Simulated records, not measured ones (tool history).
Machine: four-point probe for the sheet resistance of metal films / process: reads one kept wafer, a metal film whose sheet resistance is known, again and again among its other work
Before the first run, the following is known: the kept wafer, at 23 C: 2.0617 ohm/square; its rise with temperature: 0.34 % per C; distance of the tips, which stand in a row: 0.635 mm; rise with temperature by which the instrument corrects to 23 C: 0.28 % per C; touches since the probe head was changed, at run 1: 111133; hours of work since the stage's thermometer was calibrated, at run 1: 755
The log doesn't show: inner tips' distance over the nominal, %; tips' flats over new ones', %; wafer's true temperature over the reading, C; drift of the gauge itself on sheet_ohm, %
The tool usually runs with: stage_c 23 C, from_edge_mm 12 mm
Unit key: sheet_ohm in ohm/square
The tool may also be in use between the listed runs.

run,hour,stage_c,from_edge_mm,touches since the probe head was changed,hours of work since the stage's thermometer was calibrated,sheet_ohm
1,0.0,23,12,111133,755,2.048274
2,82.4,23,12,112943,803,2.047906
3,208.6,23,12,115717,876,2.047071
4,302.7,23,12,117785,931,2.046890
5,408.1,23,25,120101,992,2.045460
6,512.4,23,25,122392,1053,2.044254
7,617.9,23,25,124709,1114,2.044429
8,719.5,23,25,126941,1173,2.043643
9,848.7,23,25,129781,1248,2.043775
10,955.6,23,25,132129,1311,2.042429
11,1068.3,23,12,134607,1376,2.044569
# hour 1080.6: stage's thermometer calibrated
12,1125.0,27,12,135841,26,2.049823
13,1194.3,27,12,137363,66,2.049359
14,1310.5,27,3,139918,134,2.094756
# hour 1334.6: stage's thermometer calibrated, once more
15,1375.2,35,45,141326,24,2.053087
16,1463.6,35,45,143270,75,2.052243
17,1588.2,35,45,146008,147,2.052349
18,1680.1,35,45,148028,201,2.051802
19,1760.8,35,45,149800,248,2.051627
20,1856.9,32,12,151911,304,2.049984
21,1981.5,32,12,154649,376,2.049384
22,2069.7,34,46,156588,428,2.049345
23,2189.7,22,57,159224,497,2.034646
24,2290.8,24,38,161446,556,2.037628

Below are 4 alternative next runs, each starting from the tool's condition after run 24. Predict each:
A,2377.4,22,31,163349,607,?
B,2377.4,32,6,163349,607,?
C,2377.4,33,13,163349,607,?
D,2377.4,27,4,163349,607,?

run,sheet_ohm
A,2.034653
B,2.058804
C,2.049476
D,2.067594
Had the tool no hidden state, the same runs would have come out as:
run,sheet_ohm
A,2.061028
B,2.085474
C,2.076035
D,2.094366
